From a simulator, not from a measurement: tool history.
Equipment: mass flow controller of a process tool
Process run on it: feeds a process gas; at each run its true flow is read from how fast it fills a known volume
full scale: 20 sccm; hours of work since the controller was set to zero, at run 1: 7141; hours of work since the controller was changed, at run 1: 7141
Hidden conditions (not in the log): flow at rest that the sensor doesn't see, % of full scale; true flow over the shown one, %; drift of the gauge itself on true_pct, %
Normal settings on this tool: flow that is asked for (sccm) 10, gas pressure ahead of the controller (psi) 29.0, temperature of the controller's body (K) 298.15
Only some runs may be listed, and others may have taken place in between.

run,hour,flow that is asked for (sccm),gas pressure ahead of the controller (psi),temperature of the controller's body (K),hours of work since the controller was set to zero,hours of work since the controller was changed,true flow (%)
1,0.0,10,29.0,298.15,7141,7141,99.76
2,139.5,10,29.0,298.15,7229,7229,99.66
3,234.1,10,29.0,298.15,7288,7288,99.74
4,415.4,4,29.0,298.15,7401,7401,99.46
5,515.5,4,29.0,298.15,7464,7464,99.25
6,670.8,10,29.0,298.15,7561,7561,99.27
7,836.5,10,29.0,298.15,7664,7664,99.26
8,990.5,10,22.5,298.15,7761,7761,98.77
9,1184.9,10,22.5,298.15,7882,7882,98.73
10,1301.2,10,22.5,298.15,7955,7955,98.61
11,1534.6,10,29.0,298.15,8101,8101,98.46
# hour 1629.5: controller exchanged for a calibrated one
12,1695.3,10,29.0,298.15,41,41,98.49
13,1828.2,12,23.6,305.15,124,124,97.60
14,2061.8,10,29.0,306.15,270,270,97.45
15,2246.0,8,29.0,298.15,385,385,98.02
16,2397.2,17,29.0,301.15,480,480,97.76
17,2576.7,7,28.3,298.15,592,592,97.57
18,2774.6,11,20.5,297.15,716,716,97.37
19,2985.0,10,32.1,295.15,847,847,97.84
# hour 3043.7: gauge calibrated
20,3128.1,13,22.0,298.15,937,937,99.65
21,3354.7,3,22.6,313.15,1078,1078,97.84
22,3542.3,3,22.6,313.15,1195,1195,97.68

Branching from run 22: 3 alternative next runs. What would each branch give?
A,3744.6,3,22.6,313.15,1322,1322,?
B,3744.6,4,22.8,300.15,1322,1322,?
C,3744.6,12,29.0,307.15,1322,1322,?

run,true flow (%)
A,97.46
B,98.79
C,98.43
What these runs would have given with no unlogged condition in the tool:
run,true flow (%)
A,98.02
B,99.35
C,98.98
